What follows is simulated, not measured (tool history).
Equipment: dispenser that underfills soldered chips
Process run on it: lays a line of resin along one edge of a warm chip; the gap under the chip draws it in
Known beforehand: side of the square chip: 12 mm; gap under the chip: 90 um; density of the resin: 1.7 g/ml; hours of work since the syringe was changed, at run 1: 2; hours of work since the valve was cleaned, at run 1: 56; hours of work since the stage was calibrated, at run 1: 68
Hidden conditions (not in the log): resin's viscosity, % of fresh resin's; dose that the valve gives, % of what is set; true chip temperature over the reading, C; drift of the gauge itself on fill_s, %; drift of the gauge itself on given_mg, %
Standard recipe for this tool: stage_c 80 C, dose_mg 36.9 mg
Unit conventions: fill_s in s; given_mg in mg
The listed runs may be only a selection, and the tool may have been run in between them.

run   hour  stage_c  dose_mg  hours of work since the syringe was changed  hours of work since the valve was cleaned  hours of work since the stage was calibrated  fill_s  given_mg
  1      0       80     36.9                                            2                                         56                                            68    76.1     35.37
  2      5       80     36.9                                            5                                         59                                            71    94.8     35.43
       6.5  -- dispensing valve cleaned and set on the balance
  3    9.8       90     36.9                                            7                                          2                                            73      85     36.72
      13.9  -- new syringe of resin
  4     14       80     36.9                                            0                                          4                                            76    68.9     36.88
  5   18.2       80     36.9                                            3                                          7                                            78    82.2     36.73
  6   22.8       80     36.9                                            5                                         10                                            81   102.9     36.55
  7   29.4       77     36.9                                            9                                         14                                            85   153.2     36.43
      29.9  -- new syringe of resin
  8   36.2       77     36.9                                            4                                         18                                            89   101.2     36.27
  9   41.3       77     36.9                                            7                                         21                                            92   127.6     36.35
      45.8  -- new syringe of resin
 10   46.2       80       36                                            0                                         24                                            95    69.6     35.49
 11   49.7       90       36                                            2                                         26                                            97      61     35.45
 12   53.5       80     32.5                                            5                                         28                                            99    99.4     32.09
 13   59.2       77     36.9                                            8                                         31                                           103   138.5     35.98
      61.9  -- new syringe of resin
 14   64.3       77     41.8                                            1                                         34                                           106    83.5     40.69
 15   69.6       77     41.8                                            5                                         38                                           109   106.3     40.89
 16   73.2       80     36.9                                            7                                         40                                           111   111.7     35.87
 17   77.2       80     36.9                                            9                                         42                                           113   135.8        36
      77.8  -- new syringe of resin
 18   82.1       79     36.9                                            3                                         45                                           116    85.7     35.61
 19   86.3       72     36.9                                            5                                         47                                           119   130.8     36.05
 20   92.5       72     36.9                                            9                                         51                                           123   173.6     35.78
      93.7  -- new syringe of resin
 21   95.9       68     34.7                                            1                                         53                                           124   111.7      33.6
 22   99.2       68       46                                            3                                         55                                           126   125.7     44.08
 23  102.5       91     40.2                                            5                                         57                                           128    73.5     38.78
     106.8  -- dispensing valve cleaned and set on the balance
 24  109.8       80     34.2                                            9                                          2                                           132   138.2     33.96
     110.9  -- new syringe of resin
 25    116       84     46.9                                            3                                          5                                           136    74.5     46.76
 26  121.2       69     33.5                                            6                                          9                                           139   155.5     33.21
     126.7  -- new syringe of resin
 27  127.6       69     33.5                                            1                                         12                                           143   102.2     33.44
 28  133.8       69     33.5                                            4                                         16                                           146   139.8     33.05
 29    139       81     40.1                                            7                                         19                                           150   117.3     39.61
 30    142       88       38                                            9                                         21                                           151   110.4     37.33
     142.7  -- new syringe of resin
 31  145.8       88       38                                            2                                         23                                           154    62.9     37.38
 32  150.9       88       38                                            5                                         26                                           157    80.3     37.17
 33  155.8       85     42.6                                            8                                         29                                           160   108.6     41.98
     158.7  -- new syringe of resin
 34  161.6       85     42.6                                            2                                         32                                           163    67.2     41.53
 35    168       92     32.6                                            6                                         36                                           167    76.2     31.71
     174.6  -- new syringe of resin
 36  174.8       73     43.2                                            0                                         40                                           171    83.9     41.78

Subtracting, for every run, the result it would have given without the tool's unlogged condition from the measured result gives the following. The same run-to-run variation enters both numbers; the gauge's scatter may not:
run  fill_s  given_mg
  1     +10     -1.41
  2   +29.7     -1.49
  3   +35.9     -0.05
  4    +1.6      -0.1
  5   +16.4     -0.17
  6   +36.7     -0.24
  7   +80.4     -0.32
  8   +28.1     -0.42
  9   +55.2     -0.49
 10    +2.6     -0.54
 11   +11.1      -0.6
 12   +31.5     -0.59
 13   +65.8     -0.74
 14    +9.9     -0.92
 15   +33.3     -1.02
 16   +47.1     -0.94
 17   +70.3        -1
 18   +17.8     -1.06
 19     +45     -1.14
 20   +88.6     -1.23
 21   +13.3      -1.2
 22   +30.8     -1.63
 23   +25.6     -1.49
 24     +71     -0.12
 25   +17.2     -0.26
 26     +62     -0.25
 27    +8.4     -0.33
 28   +43.7     -0.41
 29   +54.1     -0.57
 30   +58.7     -0.58
 31     +10     -0.64
 32   +26.9     -0.71
 33   +51.2     -0.87
 34   +10.5     -0.95
 35   +28.7     -0.81
 36    +2.2     -1.16
